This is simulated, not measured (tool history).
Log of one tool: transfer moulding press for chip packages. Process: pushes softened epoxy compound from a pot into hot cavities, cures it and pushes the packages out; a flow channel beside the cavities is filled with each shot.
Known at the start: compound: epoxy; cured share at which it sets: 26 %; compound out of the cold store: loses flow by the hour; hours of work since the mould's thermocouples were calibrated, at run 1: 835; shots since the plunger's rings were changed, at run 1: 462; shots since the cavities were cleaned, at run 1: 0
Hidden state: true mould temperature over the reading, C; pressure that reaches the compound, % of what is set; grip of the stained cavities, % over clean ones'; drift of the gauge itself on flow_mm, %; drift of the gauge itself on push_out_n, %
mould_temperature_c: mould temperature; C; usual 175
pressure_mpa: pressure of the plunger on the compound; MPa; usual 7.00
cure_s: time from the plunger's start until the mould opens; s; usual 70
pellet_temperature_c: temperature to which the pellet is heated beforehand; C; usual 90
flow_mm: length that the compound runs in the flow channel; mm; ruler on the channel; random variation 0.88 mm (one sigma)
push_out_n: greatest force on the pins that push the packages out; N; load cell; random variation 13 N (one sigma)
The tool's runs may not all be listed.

run,hour,mould_temperature_c,pressure_mpa,cure_s,pellet_temperature_c,hours of work since the mould's thermocouples were calibrated,shots since the plunger's rings were changed,shots since the cavities were cleaned,incoming compound's hours out of the cold store,flow_mm,push_out_n
1,0.0,175,7.00,70,90,835,462,0,14.0,610.4,778
2,19.8,175,7.00,70,90,850,852,390,41.1,510.5,1145
# hour 28.3: mould's thermocouples calibrated
3,41.0,175,7.00,70,90,10,1229,767,14.8,598.3,1242
# hour 55.3: cavities cleaned with cleaning compound and waxed
4,77.3,175,7.00,70,90,37,1914,434,22.6,565.5,1442
5,99.3,175,7.00,70,90,54,2345,865,21.9,567.7,1381
# hour 108.8: cavities cleaned with cleaning compound and waxed
6,125.6,175,7.00,70,90,74,2833,329,18.7,576.5,1058
# hour 143.5: plunger's sealing rings changed
7,145.2,175,7.00,70,90,87,33,666,36.4,527.8,1146
# hour 165.8: cavities cleaned with cleaning compound and waxed
8,180.5,175,7.00,70,90,113,696,287,10.4,620.3,1030
9,210.2,175,7.00,70,90,137,1281,872,44.1,495.3,1182
# hour 220.9: cavities cleaned with cleaning compound and waxed
# hour 230.0: cavities cleaned with cleaning compound and waxed, once more
10,248.6,175,7.00,70,89,164,1977,366,31.6,533.0,1041
11,269.9,175,6.04,70,90,181,2396,785,19.9,533.8,1292
# hour 285.0: cavities cleaned with cleaning compound and waxed
12,307.3,175,6.04,70,90,209,3101,437,28.3,502.4,1097
# hour 313.1: plunger's sealing rings changed
13,328.7,175,6.04,65,90,224,306,809,42.0,471.3,1446
# hour 340.9: cavities cleaned with cleaning compound and waxed
14,361.2,175,6.04,65,90,248,916,400,46.9,451.7,1253
# hour 396.1: cavities cleaned with cleaning compound and waxed
15,396.1,171,6.04,67,80,274,1572,0,16.3,561.0,1097
16,420.8,175,7.00,50,90,293,2057,485,35.5,520.1,2606
17,445.2,175,7.36,50,98,313,2538,966,43.8,500.0,2782
# hour 449.4: cavities cleaned with cleaning compound and waxed
18,471.0,175,8.42,64,90,332,3015,423,11.9,659.4,1549
# hour 481.0: plunger's sealing rings changed
19,495.4,175,8.42,64,90,349,285,855,42.6,553.8,1555
# hour 506.2: cavities cleaned with cleaning compound and waxed
20,512.6,183,7.00,70,90,361,592,125,15.9,583.3,580
21,540.2,183,7.00,70,90,382,1135,668,18.9,568.3,816
# hour 560.9: cavities cleaned with cleaning compound and waxed
22,560.9,170,8.16,56,90,397,1512,0,36.7,573.3,1555
23,587.2,170,8.16,56,90,418,2030,518,15.6,655.4,3050
24,611.0,170,5.57,99,82,437,2498,986,47.2,438.5,925
# hour 614.4: cavities cleaned with cleaning compound and waxed
25,643.0,170,5.57,99,82,460,3097,562,41.0,454.6,859
# hour 648.7: plunger's sealing rings changed
# hour 672.4: cavities cleaned with cleaning compound and waxed
26,676.0,170,5.57,99,82,483,507,70,37.9,475.7,545
27,700.5,175,6.70,88,93,502,989,552,19.7,571.9,800

Forecast each of these 3 alternatives for the next run:
A,723.2,175,7.00,51,99,520,1435,998,47.8,?,?
B,723.2,171,5.65,70,90,520,1435,998,20.6,?,?
C,723.2,181,8.27,73,93,520,1435,998,8.5,?,?

run,flow_mm,push_out_n
A,482.3,2673
B,528.2,1938
C,665.5,912
Without the tool's hidden state the same runs would have given:
run,flow_mm,push_out_n
A,486.3,1246
B,532.3,877
C,671.1,432

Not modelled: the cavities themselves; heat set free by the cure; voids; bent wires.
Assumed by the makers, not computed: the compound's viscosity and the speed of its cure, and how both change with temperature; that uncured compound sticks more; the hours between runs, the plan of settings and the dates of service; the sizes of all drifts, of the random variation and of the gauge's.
